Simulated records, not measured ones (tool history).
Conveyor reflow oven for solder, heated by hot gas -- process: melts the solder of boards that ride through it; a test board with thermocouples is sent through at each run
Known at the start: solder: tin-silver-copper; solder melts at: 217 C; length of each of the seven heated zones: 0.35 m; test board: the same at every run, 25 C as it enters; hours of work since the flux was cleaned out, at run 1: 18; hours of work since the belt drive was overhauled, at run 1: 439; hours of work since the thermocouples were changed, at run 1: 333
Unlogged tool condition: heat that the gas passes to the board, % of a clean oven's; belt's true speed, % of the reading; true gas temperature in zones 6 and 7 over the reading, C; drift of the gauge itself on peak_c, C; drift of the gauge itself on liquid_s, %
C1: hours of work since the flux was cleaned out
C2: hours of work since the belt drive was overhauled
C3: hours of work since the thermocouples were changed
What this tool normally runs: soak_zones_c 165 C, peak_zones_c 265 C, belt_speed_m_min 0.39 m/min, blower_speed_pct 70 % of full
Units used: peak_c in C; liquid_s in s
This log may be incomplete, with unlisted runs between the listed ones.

{"run": 1, "hour": 0.0, "soak_zones_c": 165, "peak_zones_c": 265, "belt_speed_m_min": 0.39, "blower_speed_pct": 70, "C1": 18, "C2": 439, "C3": 333, "peak_c": 244.9, "liquid_s": 66.9}
{"run": 2, "hour": 42.2, "soak_zones_c": 165, "peak_zones_c": 265, "belt_speed_m_min": 0.39, "blower_speed_pct": 70, "C1": 44, "C2": 465, "C3": 359, "peak_c": 244.9, "liquid_s": 65.9}
{"run": 3, "hour": 86.6, "soak_zones_c": 156, "peak_zones_c": 265, "belt_speed_m_min": 0.39, "blower_speed_pct": 70, "C1": 72, "C2": 492, "C3": 387, "peak_c": 243, "liquid_s": 60.2}
{"run": 4, "hour": 135.7, "soak_zones_c": 156, "peak_zones_c": 265, "belt_speed_m_min": 0.39, "blower_speed_pct": 70, "C1": 102, "C2": 523, "C3": 417, "peak_c": 242.9, "liquid_s": 60}
{"run": 5, "hour": 174.0, "soak_zones_c": 156, "peak_zones_c": 265, "belt_speed_m_min": 0.39, "blower_speed_pct": 70, "C1": 126, "C2": 547, "C3": 441, "peak_c": 243, "liquid_s": 60.6}
{"run": 6, "hour": 224.0, "soak_zones_c": 167, "peak_zones_c": 265, "belt_speed_m_min": 0.39, "blower_speed_pct": 70, "C1": 157, "C2": 578, "C3": 472, "peak_c": 245.1, "liquid_s": 67.6}
{"run": 7, "hour": 258.0, "soak_zones_c": 165, "peak_zones_c": 265, "belt_speed_m_min": 0.39, "blower_speed_pct": 70, "C1": 178, "C2": 599, "C3": 493, "peak_c": 244.8, "liquid_s": 66.4}
{"run": 8, "hour": 280.4, "soak_zones_c": 165, "peak_zones_c": 265, "belt_speed_m_min": 0.39, "blower_speed_pct": 87, "C1": 192, "C2": 613, "C3": 507, "peak_c": 248.3, "liquid_s": 71.9}
{"hour": 323.1, "done": "flux residue cleaned out of gas plates and filters"}
{"run": 9, "hour": 336.0, "soak_zones_c": 165, "peak_zones_c": 265, "belt_speed_m_min": 0.39, "blower_speed_pct": 87, "C1": 8, "C2": 644, "C3": 538, "peak_c": 248.4, "liquid_s": 71.8}
{"run": 10, "hour": 360.9, "soak_zones_c": 165, "peak_zones_c": 265, "belt_speed_m_min": 0.39, "blower_speed_pct": 87, "C1": 23, "C2": 659, "C3": 554, "peak_c": 248.4, "liquid_s": 72.2}
{"run": 11, "hour": 385.1, "soak_zones_c": 165, "peak_zones_c": 265, "belt_speed_m_min": 0.39, "blower_speed_pct": 70, "C1": 38, "C2": 674, "C3": 569, "peak_c": 244.9, "liquid_s": 67}
{"run": 12, "hour": 436.4, "soak_zones_c": 155, "peak_zones_c": 265, "belt_speed_m_min": 0.39, "blower_speed_pct": 70, "C1": 70, "C2": 706, "C3": 601, "peak_c": 242.7, "liquid_s": 60}
{"run": 13, "hour": 482.4, "soak_zones_c": 155, "peak_zones_c": 265, "belt_speed_m_min": 0.39, "blower_speed_pct": 70, "C1": 99, "C2": 735, "C3": 629, "peak_c": 242.7, "liquid_s": 59.6}
{"run": 14, "hour": 523.8, "soak_zones_c": 155, "peak_zones_c": 265, "belt_speed_m_min": 0.39, "blower_speed_pct": 70, "C1": 124, "C2": 760, "C3": 655, "peak_c": 242.6, "liquid_s": 60}
{"run": 15, "hour": 572.8, "soak_zones_c": 162, "peak_zones_c": 265, "belt_speed_m_min": 0.39, "blower_speed_pct": 70, "C1": 155, "C2": 791, "C3": 685, "peak_c": 244.5, "liquid_s": 64.3}
{"run": 16, "hour": 609.2, "soak_zones_c": 162, "peak_zones_c": 265, "belt_speed_m_min": 0.39, "blower_speed_pct": 70, "C1": 177, "C2": 813, "C3": 708, "peak_c": 244.2, "liquid_s": 63.8}
{"run": 17, "hour": 638.9, "soak_zones_c": 162, "peak_zones_c": 265, "belt_speed_m_min": 0.388, "blower_speed_pct": 70, "C1": 196, "C2": 832, "C3": 726, "peak_c": 244.2, "liquid_s": 64.9}
{"run": 18, "hour": 669.4, "soak_zones_c": 165, "peak_zones_c": 278, "belt_speed_m_min": 0.318, "blower_speed_pct": 62, "C1": 215, "C2": 851, "C3": 745, "peak_c": 261.3, "liquid_s": 104}
{"hour": 677.5, "done": "flux residue cleaned out of gas plates and filters"}
{"run": 19, "hour": 698.3, "soak_zones_c": 165, "peak_zones_c": 279, "belt_speed_m_min": 0.379, "blower_speed_pct": 71, "C1": 13, "C2": 865, "C3": 760, "peak_c": 258.2, "liquid_s": 83.7}
{"run": 20, "hour": 737.8, "soak_zones_c": 153, "peak_zones_c": 265, "belt_speed_m_min": 0.39, "blower_speed_pct": 75, "C1": 37, "C2": 890, "C3": 784, "peak_c": 243.9, "liquid_s": 59.6}
{"hour": 760.8, "done": "belt drive overhauled, speed set with a stopwatch"}
{"run": 21, "hour": 778.5, "soak_zones_c": 169, "peak_zones_c": 265, "belt_speed_m_min": 0.39, "blower_speed_pct": 70, "C1": 60, "C2": 11, "C3": 807, "peak_c": 245.2, "liquid_s": 69.6}
{"run": 22, "hour": 809.5, "soak_zones_c": 169, "peak_zones_c": 265, "belt_speed_m_min": 0.39, "blower_speed_pct": 70, "C1": 79, "C2": 30, "C3": 826, "peak_c": 245.5, "liquid_s": 69.1}
{"run": 23, "hour": 834.4, "soak_zones_c": 169, "peak_zones_c": 265, "belt_speed_m_min": 0.39, "blower_speed_pct": 70, "C1": 95, "C2": 46, "C3": 842, "peak_c": 245.2, "liquid_s": 69.8}
{"run": 24, "hour": 878.5, "soak_zones_c": 169, "peak_zones_c": 265, "belt_speed_m_min": 0.39, "blower_speed_pct": 70, "C1": 122, "C2": 73, "C3": 869, "peak_c": 245.5, "liquid_s": 69.3}
{"run": 25, "hour": 930.1, "soak_zones_c": 169, "peak_zones_c": 265, "belt_speed_m_min": 0.39, "blower_speed_pct": 70, "C1": 154, "C2": 105, "C3": 901, "peak_c": 245.7, "liquid_s": 69}
{"run": 26, "hour": 980.0, "soak_zones_c": 155, "peak_zones_c": 263, "belt_speed_m_min": 0.39, "blower_speed_pct": 70, "C1": 185, "C2": 136, "C3": 932, "peak_c": 240.9, "liquid_s": 56.7}

Expected results for the next run?
{"run": 27, "hour": 1010.6, "soak_zones_c": 155, "peak_zones_c": 263, "belt_speed_m_min": 0.39, "blower_speed_pct": 70, "C1": 204, "C2": 155, "C3": 951, "peak_c": "?", "liquid_s": "?"}

peak_c: 241.2 C
liquid_s: 56.9 s
Minus the tool's unlogged condition, the same run would have read peak_c 241.2 C, liquid_s 56.9 s.

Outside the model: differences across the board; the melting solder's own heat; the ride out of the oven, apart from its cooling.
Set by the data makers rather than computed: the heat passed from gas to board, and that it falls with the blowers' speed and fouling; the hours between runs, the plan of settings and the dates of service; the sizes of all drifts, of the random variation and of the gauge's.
